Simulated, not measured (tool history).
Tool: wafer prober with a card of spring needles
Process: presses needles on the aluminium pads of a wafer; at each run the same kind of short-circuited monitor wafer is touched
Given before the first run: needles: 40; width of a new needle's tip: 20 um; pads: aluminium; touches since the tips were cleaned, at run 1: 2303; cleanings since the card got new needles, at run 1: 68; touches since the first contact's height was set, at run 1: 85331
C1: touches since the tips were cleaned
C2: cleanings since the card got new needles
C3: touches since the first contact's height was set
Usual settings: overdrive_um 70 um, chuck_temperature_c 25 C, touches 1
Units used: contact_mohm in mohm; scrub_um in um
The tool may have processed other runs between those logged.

run 1 hour=0.0 | overdrive_um=70 chuck_temperature_c=25 touches=1 | C1=2303 C2=68 C3=85331 | contact_mohm=122 scrub_um=11.097
-- hour=11.9 tips cleaned on abrasive film
-- hour=12.2 height of the first contact set anew
run 2 hour=24.2 | overdrive_um=70 chuck_temperature_c=25 touches=1 | C1=5235 C2=69 C3=5235 | contact_mohm=131 scrub_um=11.156
-- hour=30.6 tips cleaned on abrasive film
-- hour=50.5 tips cleaned on abrasive film
run 3 hour=63.0 | overdrive_um=70 chuck_temperature_c=25 touches=1 | C1=5524 C2=71 C3=22223 | contact_mohm=132 scrub_um=11.144
-- hour=67.1 tips cleaned on abrasive film
-- hour=86.7 tips cleaned on abrasive film
run 4 hour=99.1 | overdrive_um=70 chuck_temperature_c=67 touches=1 | C1=5473 C2=73 C3=37982 | contact_mohm=138 scrub_um=11.125
-- hour=103.3 tips cleaned on abrasive film
-- hour=124.0 tips cleaned on abrasive film
run 5 hour=130.3 | overdrive_um=70 chuck_temperature_c=67 touches=1 | C1=2761 C2=75 C3=51566 | contact_mohm=133 scrub_um=11.110
-- hour=141.1 tips cleaned on abrasive film
-- hour=158.0 tips cleaned on abrasive film
-- hour=175.8 tips cleaned on abrasive film
run 6 hour=182.0 | overdrive_um=70 chuck_temperature_c=67 touches=1 | C1=2713 C2=78 C3=74150 | contact_mohm=134 scrub_um=11.085
-- hour=192.4 tips cleaned on abrasive film
-- hour=209.2 tips cleaned on abrasive film
-- hour=219.7 height of the first contact set anew
run 7 hour=224.7 | overdrive_um=70 chuck_temperature_c=67 touches=1 | C1=6689 C2=80 C3=2187 | contact_mohm=139 scrub_um=11.154
-- hour=227.4 tips cleaned on abrasive film
-- hour=244.0 tips cleaned on abrasive film
run 8 hour=255.3 | overdrive_um=70 chuck_temperature_c=25 touches=2 | C1=4971 C2=82 C3=15532 | contact_mohm=122 scrub_um=11.145
-- hour=261.7 tips cleaned on abrasive film
-- hour=279.2 tips cleaned on abrasive film
-- hour=296.5 tips cleaned on abrasive film
run 9 hour=300.6 | overdrive_um=70 chuck_temperature_c=96 touches=1 | C1=1826 C2=85 C3=35303 | contact_mohm=133 scrub_um=11.121
-- hour=316.9 tips cleaned on abrasive film
-- hour=336.6 tips cleaned on abrasive film
run 10 hour=351.5 | overdrive_um=82 chuck_temperature_c=25 touches=1 | C1=6560 C2=87 C3=57554 | contact_mohm=127 scrub_um=13.019
-- hour=354.0 tips cleaned on abrasive film
-- hour=372.3 tips cleaned on abrasive film
-- hour=389.3 tips cleaned on abrasive film
run 11 hour=395.5 | overdrive_um=82 chuck_temperature_c=54 touches=1 | C1=2733 C2=90 C3=76759 | contact_mohm=125 scrub_um=12.993
-- hour=406.8 tips cleaned on abrasive film
run 12 hour=421.1 | overdrive_um=54 chuck_temperature_c=25 touches=3 | C1=6310 C2=91 C3=87960 | contact_mohm=130 scrub_um=8.537
-- hour=424.6 tips cleaned on abrasive film
-- hour=424.9 height of the first contact set anew
-- hour=443.0 tips cleaned on abrasive film
-- hour=462.6 tips cleaned on abrasive film
run 13 hour=464.5 | overdrive_um=88 chuck_temperature_c=25 touches=1 | C1=870 C2=94 C3=17299 | contact_mohm=109 scrub_um=14.014
-- hour=479.5 tips cleaned on abrasive film
run 14 hour=491.7 | overdrive_um=58 chuck_temperature_c=106 touches=1 | C1=5342 C2=95 C3=29185 | contact_mohm=152 scrub_um=9.228

Run 15 comes next. What will it give?
-- hour=498.7 tips cleaned on abrasive film
-- hour=516.5 tips cleaned on abrasive film
-- hour=535.6 tips cleaned on abrasive film
run 15 hour=536.2 | overdrive_um=58 chuck_temperature_c=106 touches=1 | C1=260 C2=98 C3=48588 | contact_mohm=? scrub_um=?

Run 15 produced contact_mohm 129 mohm, scrub_um 9.206 um.
Were there no unlogged condition in the tool, this run, its random variation unchanged, would have produced contact_mohm 123 mohm, scrub_um 9.242 um.

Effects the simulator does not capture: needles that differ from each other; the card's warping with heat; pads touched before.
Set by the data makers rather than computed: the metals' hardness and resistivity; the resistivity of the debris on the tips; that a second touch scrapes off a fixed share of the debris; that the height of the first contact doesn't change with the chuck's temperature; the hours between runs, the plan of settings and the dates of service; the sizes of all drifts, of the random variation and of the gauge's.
